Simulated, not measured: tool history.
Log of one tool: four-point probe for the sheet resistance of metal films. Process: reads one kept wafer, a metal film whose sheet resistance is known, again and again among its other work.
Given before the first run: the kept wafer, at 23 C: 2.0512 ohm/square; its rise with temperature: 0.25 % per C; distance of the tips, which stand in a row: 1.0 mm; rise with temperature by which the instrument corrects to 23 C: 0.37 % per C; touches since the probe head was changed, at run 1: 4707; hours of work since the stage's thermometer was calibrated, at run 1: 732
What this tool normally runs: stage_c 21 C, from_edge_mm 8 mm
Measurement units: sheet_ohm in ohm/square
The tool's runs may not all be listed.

run,hour,stage_c,from_edge_mm,touches since the probe head was changed,hours of work since the stage's thermometer was calibrated,sheet_ohm
1,0,21,8,4707,732,2.076162
2,93.3,21,8,7777,805,2.075209
3,166.5,21,8,10188,862,2.07581
4,280.2,21,3,13928,951,2.173385
5,335.9,33,8,15764,995,2.047327
6,457.6,33,8,19767,1090,2.045679
7,569.3,33,8,23442,1177,2.045753
8,675.7,33,8,26946,1261,2.044619
9,763.2,21,8,29827,1329,2.071355
10,854.2,21,17,32820,1400,2.058419
11,937.5,21,17,35562,1466,2.058359
12,1001,21,17,37650,1515,2.057515
13,1111.4,21,8,41285,1602,2.069523
14,1202.5,21,8,44283,1673,2.069825
15,1326.8,25,8,48375,1770,2.060184
16,1416,25,8,51311,1840,2.058895
17,1519.3,21,45,54709,1921,2.051719
18,1596.8,21,45,57260,1981,2.051583
19,1728,21,45,61579,2084,2.050902
20,1845.9,21,8,65457,2176,2.066749
21,1915,18,8,67734,2231,2.072976
22,1982.9,18,8,69968,2284,2.072441
# hour 2040.1: stage's thermometer calibrated
23,2086.9,32,19,73372,37,2.028251
24,2166.1,20,4,75981,99,2.118499
25,2234.5,23,15,78231,152,2.048617
26,2314.5,26,58,80863,215,2.037838
27,2417.6,26,58,84257,295,2.036517
28,2477.9,26,58,86243,343,2.036296
29,2590.9,30,8,89961,431,2.043724
30,2702.1,30,8,93621,518,2.04302
31,2818,30,8,97436,609,2.042491
32,2929.3,21,13,101099,696,2.051694
33,3003,21,13,103523,754,2.051242
34,3118.1,29,8,107312,844,2.04289
35,3180.1,29,8,109353,892,2.041979
36,3266,26,36,112180,959,2.033125
37,3334.7,26,27,114439,1013,2.032891
38,3413.6,20,24,117036,1075,2.047057
39,3539.5,25,9,121182,1174,2.045869
40,3596.2,31,6,123044,1218,2.048965
41,3670.9,26,5,125503,1276,2.073556
42,3737.7,22,7,127703,1329,2.060802
43,3846.7,22,7,131290,1414,2.060547
44,3969.4,23,68,135327,1510,2.035272

Forecast each of these 4 alternatives for the next run:
A,4092.4,30,8,139376,1606,?
B,4092.4,18,15,139376,1606,?
C,4092.4,23,6,139376,1606,?
D,4092.4,23,60,139376,1606,?

run,sheet_ohm
A,2.035278
B,2.051324
C,2.064495
D,2.034184
What these runs would have given with no unlogged condition in the tool:
run,sheet_ohm
A,2.051787
B,2.068004
C,2.081253
D,2.050713

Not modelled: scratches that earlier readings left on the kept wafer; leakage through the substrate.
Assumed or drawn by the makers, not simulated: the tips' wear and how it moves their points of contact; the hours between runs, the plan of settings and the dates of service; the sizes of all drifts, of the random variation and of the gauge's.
